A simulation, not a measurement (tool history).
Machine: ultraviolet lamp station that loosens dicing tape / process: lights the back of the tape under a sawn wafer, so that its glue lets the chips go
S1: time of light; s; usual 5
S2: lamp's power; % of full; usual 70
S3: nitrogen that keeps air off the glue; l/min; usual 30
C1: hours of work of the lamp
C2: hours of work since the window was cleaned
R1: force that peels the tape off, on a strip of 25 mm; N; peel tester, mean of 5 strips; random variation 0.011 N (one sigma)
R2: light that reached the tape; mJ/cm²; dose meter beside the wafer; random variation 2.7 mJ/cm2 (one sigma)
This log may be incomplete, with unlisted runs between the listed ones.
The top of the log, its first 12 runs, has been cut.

{"run": 13, "hour": 310.7, "S1": 5, "S2": 70, "S3": 30, "C1": 651, "C2": 258, "R1": 0.72, "R2": 286}
{"run": 14, "hour": 336.9, "S1": 5, "S2": 70, "S3": 30, "C1": 665, "C2": 272, "R1": 0.752, "R2": 283}
{"run": 15, "hour": 362.2, "S1": 5, "S2": 70, "S3": 30, "C1": 678, "C2": 285, "R1": 0.723, "R2": 283}
{"run": 16, "hour": 395.0, "S1": 5, "S2": 70, "S3": 30, "C1": 695, "C2": 301, "R1": 0.745, "R2": 282}
{"run": 17, "hour": 426.4, "S1": 5, "S2": 70, "S3": 14, "C1": 711, "C2": 317, "R1": 1.194, "R2": 274}
{"run": 18, "hour": 446.8, "S1": 5, "S2": 70, "S3": 14, "C1": 721, "C2": 328, "R1": 1.177, "R2": 276}
{"run": 19, "hour": 468.3, "S1": 5, "S2": 70, "S3": 14, "C1": 732, "C2": 339, "R1": 1.221, "R2": 275}
{"run": 20, "hour": 494.4, "S1": 5, "S2": 83, "S3": 14, "C1": 745, "C2": 352, "R1": 0.937, "R2": 321}
{"run": 21, "hour": 525.8, "S1": 5, "S2": 83, "S3": 14, "C1": 761, "C2": 368, "R1": 0.919, "R2": 314}
{"run": 22, "hour": 551.0, "S1": 5, "S2": 83, "S3": 14, "C1": 774, "C2": 381, "R1": 0.932, "R2": 319}
{"run": 23, "hour": 579.2, "S1": 5, "S2": 93, "S3": 18, "C1": 789, "C2": 395, "R1": 0.702, "R2": 352}
{"run": 24, "hour": 598.4, "S1": 6, "S2": 93, "S3": 18, "C1": 798, "C2": 405, "R1": 0.503, "R2": 426}
{"run": 25, "hour": 619.3, "S1": 6, "S2": 93, "S3": 18, "C1": 809, "C2": 416, "R1": 0.517, "R2": 422}
{"run": 26, "hour": 654.7, "S1": 5, "S2": 67, "S3": 31, "C1": 827, "C2": 434, "R1": 0.867, "R2": 246}
{"hour": 658.4, "done": "window cleaned of glue's vapour"}
{"run": 27, "hour": 680.0, "S1": 6, "S2": 68, "S3": 16, "C1": 840, "C2": 11, "R1": 1.016, "R2": 293}
{"run": 28, "hour": 716.2, "S1": 3, "S2": 82, "S3": 48, "C1": 858, "C2": 30, "R1": 1.302, "R2": 176}
{"run": 29, "hour": 733.4, "S1": 5, "S2": 94, "S3": 48, "C1": 867, "C2": 38, "R1": 0.456, "R2": 335}
{"run": 30, "hour": 754.4, "S1": 5, "S2": 94, "S3": 48, "C1": 878, "C2": 49, "R1": 0.466, "R2": 330}
{"hour": 765.6, "done": "window cleaned of glue's vapour, once more"}
{"run": 31, "hour": 784.3, "S1": 5, "S2": 78, "S3": 30, "C1": 893, "C2": 10, "R1": 0.619, "R2": 315}
{"run": 32, "hour": 804.7, "S1": 9, "S2": 78, "S3": 15, "C1": 903, "C2": 20, "R1": 0.346, "R2": 572}
{"run": 33, "hour": 822.4, "S1": 5, "S2": 97, "S3": 31, "C1": 912, "C2": 29, "R1": 0.42, "R2": 395}
{"run": 34, "hour": 838.9, "S1": 9, "S2": 65, "S3": 10, "C1": 921, "C2": 37, "R1": 0.625, "R2": 468}

The next listed run, before its measurement:
{"run": 35, "hour": 873.7, "S1": 6, "S2": 70, "S3": 29, "C1": 939, "C2": 55, "R1": "?", "R2": "?"}

Run 35 measured R1 0.575 N, R2 336 mJ/cm².
Had the tool carried no hidden state, the very same run would have given R1 0.364 N, R2 446 mJ/cm².

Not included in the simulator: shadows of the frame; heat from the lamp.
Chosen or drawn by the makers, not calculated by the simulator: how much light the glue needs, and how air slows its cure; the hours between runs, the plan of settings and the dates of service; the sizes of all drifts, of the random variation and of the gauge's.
